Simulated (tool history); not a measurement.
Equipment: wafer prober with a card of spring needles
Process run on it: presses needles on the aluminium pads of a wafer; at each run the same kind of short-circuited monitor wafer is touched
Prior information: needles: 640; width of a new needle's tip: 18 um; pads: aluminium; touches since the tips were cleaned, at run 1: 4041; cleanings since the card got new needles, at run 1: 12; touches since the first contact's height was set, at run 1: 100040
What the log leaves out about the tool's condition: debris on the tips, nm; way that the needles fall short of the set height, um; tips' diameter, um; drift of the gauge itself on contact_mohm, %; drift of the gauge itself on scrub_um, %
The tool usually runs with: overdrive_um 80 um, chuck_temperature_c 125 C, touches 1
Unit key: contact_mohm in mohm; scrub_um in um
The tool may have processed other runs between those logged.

run     day  overdrive_um  chuck_temperature_c  touches  touches since the tips were cleaned  cleanings since the card got new needles  touches since the first contact's height was set  contact_mohm  scrub_um
  1       0            80                  125        1                                 4041                                        12                                            100040           167     16.82
      0.442  -- tips cleaned on abrasive film
  2   0.733            80                  125        1                                 2226                                        13                                            105574           157     16.79
      1.325  -- height of the first contact set anew
  3   1.388            80                   61        1                                 7068                                        13                                               455           171     17.13
       1.45  -- tips cleaned on abrasive film
  4     1.9            80                   26        1                                 3406                                        14                                              4293           161     17.06
      2.417  -- tips cleaned on abrasive film
  5   2.692            80                   26        1                                 2090                                        15                                             10285           148     17.04
      3.367  -- tips cleaned on abrasive film
  6   3.521            80                   26        1                                 1154                                        16                                             16511           135     17.04
  7   4.292            80                   26        1                                 6989                                        16                                             22346           170     16.98
      4.346  -- tips cleaned on abrasive film
  8   4.762            80                  125        2                                 3149                                        17                                             25885           146     17.04
      5.342  -- tips cleaned on abrasive film
  9   5.412            80                  125        2                                  551                                        18                                             30792           132     17.01
 10   6.158            68                  125        2                                 6168                                        18                                             36409           165     14.44
        6.3  -- tips cleaned on abrasive film
 11   6.592            68                  125        2                                 2202                                        19                                             39664           150      14.4
 12   6.983            87                   71        2                                 5164                                        19                                             42626           141     18.48
        7.3  -- tips cleaned on abrasive film
 13   7.471            87                   71        2                                 1283                                        20                                             46303           124      18.4
 14   8.038            80                  125        1                                 5581                                        20                                             50601           168     16.94
      8.292  -- tips cleaned on abrasive film
 15    8.75            80                  125        1                                 3490                                        21                                             55969           168     16.93
      9.283  -- tips cleaned on abrasive film
 16   9.475            80                   56        1                                 1468                                        22                                             61412           146     16.87
 17  10.125            80                   56        1                                 6401                                        22                                             66345           174      16.9
     10.254  -- tips cleaned on abrasive film
 18  10.942            97                   79        2                                 5214                                        23                                             72491           135     20.53
     11.204  -- tips cleaned on abrasive film
 19  11.512            97                   79        2                                 2329                                        24                                             76773           128      20.5

Predict each of these 5 candidate next runs independently; none follows another, all start after run 19:
     12.158  -- tips cleaned on abrasive film
  A  12.354            86                  125        2                                 1494                                        25                                             83131             ?         ?
     12.158  -- tips cleaned on abrasive film
  B  12.354            68                   27        2                                 1494                                        25                                             83131             ?         ?
     12.158  -- tips cleaned on abrasive film
  C  12.354            80                   69        1                                 1494                                        25                                             83131             ?         ?
     12.158  -- tips cleaned on abrasive film
  D  12.354            68                   46        1                                 1494                                        25                                             83131             ?         ?
     12.158  -- tips cleaned on abrasive film
  E  12.354            89                   27        2                                 1494                                        25                                             83131             ?         ?

run  contact_mohm  scrub_um
  A           132     18.11
  B           140      14.3
  C           142     16.81
  D           156     14.28
  E           122     18.73
What these runs would have given with no unlogged condition in the tool:
run  contact_mohm  scrub_um
  A           116     18.38
  B           112     14.57
  C           110     17.08
  D           111     14.55
  E           105        19
